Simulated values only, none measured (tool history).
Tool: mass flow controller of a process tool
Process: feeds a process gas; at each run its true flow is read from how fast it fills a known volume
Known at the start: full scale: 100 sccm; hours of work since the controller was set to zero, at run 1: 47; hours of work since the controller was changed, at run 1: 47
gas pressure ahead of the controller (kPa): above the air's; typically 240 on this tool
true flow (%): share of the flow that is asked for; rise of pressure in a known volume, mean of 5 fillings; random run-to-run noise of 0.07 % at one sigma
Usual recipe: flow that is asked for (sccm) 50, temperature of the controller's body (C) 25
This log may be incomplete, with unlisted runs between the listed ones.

run    hour  flow that is asked for (sccm)  gas pressure ahead of the controller (kPa)  temperature of the controller's body (C)  hours of work since the controller was set to zero  hours of work since the controller was changed  true flow (%)
  1       0                             50                                         240                                        25                                                  47                                              47          98.98
  2    66.6                             50                                         240                                        25                                                  81                                              81          98.94
  3     136                             50                                         182                                        25                                                 117                                             117           98.8
  4   215.5                             50                                         240                                        25                                                 157                                             157          98.84
  5   286.1                             50                                         230                                        25                                                 193                                             193          98.75
  6   364.3                             50                                         240                                        25                                                 233                                             233           98.8
  7   423.9                             50                                         240                                        25                                                 264                                             264          98.76
  8   481.9                             50                                         240                                        25                                                 293                                             293          98.65
  9   523.7                             50                                         240                                        25                                                 315                                             315          98.74
 10   566.6                             50                                         240                                        25                                                 337                                             337           98.7
 11   650.3                             50                                         240                                        25                                                 379                                             379          98.62
 12   717.7                             50                                         160                                        25                                                 414                                             414          98.63
 13   801.4                             42                                         240                                        25                                                 457                                             457          98.49
 14   858.6                             42                                         240                                        25                                                 486                                             486          98.44
 15   897.5                             42                                         240                                        25                                                 506                                             506          98.44
 16   966.4                             42                                         240                                        25                                                 541                                             541          98.43
 17  1035.3                             42                                         240                                        25                                                 576                                             576          98.31
 18  1092.8                             54                                         240                                        25                                                 605                                             605          98.72
 19  1182.8                             54                                         240                                        25                                                 651                                             651          98.68
 20    1258                             50                                         240                                        25                                                 690                                             690          98.54
 21  1307.9                             50                                         240                                        25                                                 715                                             715          98.57
 22  1394.4                             50                                         240                                        25                                                 759                                             759          98.48
 23  1474.3                             50                                         240                                        25                                                 800                                             800          98.59
 24  1550.4                             50                                         240                                        25                                                 839                                             839          98.47
 25  1597.6                             50                                         240                                        21                                                 863                                             863          98.65
 26  1663.2                             14                                         218                                        25                                                 897                                             897          96.96
 27  1703.9                             51                                         240                                        23                                                 917                                             917          98.58
 28  1745.7                             13                                         273                                        27                                                 939                                             939          96.82
 29  1813.6                             13                                         273                                        27                                                 973                                             973          96.66
 30  1875.7                             13                                         273                                        31                                                1005                                            1005          96.56
 31  1958.5                             13                                         273                                        31                                                1048                                            1048          96.49
 32  2011.6                             55                                         218                                        36                                                1075                                            1075          98.06
       2020  -- controller's zero set anew
 33    2077                             36                                         156                                        25                                                  29                                            1108          97.64
 34  2130.6                             36                                         156                                        25                                                  56                                            1135          97.73
 35  2202.1                             50                                         207                                        25                                                  93                                            1172          98.31
 36  2243.7                             50                                         274                                        32                                                 114                                            1193          97.87
 37  2321.7                             20                                         276                                        21                                                 154                                            1233          97.17
     2372.5  -- controller's zero set anew, once more
 38  2372.5                             20                                         276                                        21                                                   0                                            1258          98.03
 39  2458.3                             20                                         193                                        37                                                  44                                            1302          97.24
 40  2533.2                             20                                         150                                        27                                                  82                                            1341          97.63
 41  2594.6                             20                                         280                                        27                                                 113                                            1372          97.87
 42  2649.1                             20                                         280                                        27                                                 141                                            1400           97.7
 43  2696.1                             20                                         280                                        27                                                 165                                            1424          97.71
 44  2774.6                             18                                         229                                        21                                                 205                                            1464          97.98
 45  2844.7                             31                                         146                                        34                                                 241                                            1500          97.47
 46    2923                             64                                         144                                        30                                                 281                                            1540          98.51
 47  3000.7                             64                                         267                                        32                                                 321                                            1579          98.44
 48  3039.7                             64                                         267                                        32                                                 341                                            1599          98.65
 49  3091.1                             62                                         259                                        30                                                 367                                            1625          98.58

Here are 3 independent what-if runs from the current tool condition. What would each one return?
  A  3169.7                             10                                         245                                        28                                                 407                                            1666              ?
  B  3169.7                             13                                         152                                        30                                                 407                                            1666              ?
  C  3169.7                             62                                         253                                        34                                                 407                                            1666              ?

run  true flow (%)
  A          96.96
  B             97
  C          98.15
Stripped of hidden state, with their random variation kept, the same runs would have yielded:
run  true flow (%)
  A          97.74
  B          97.69
  C          98.59

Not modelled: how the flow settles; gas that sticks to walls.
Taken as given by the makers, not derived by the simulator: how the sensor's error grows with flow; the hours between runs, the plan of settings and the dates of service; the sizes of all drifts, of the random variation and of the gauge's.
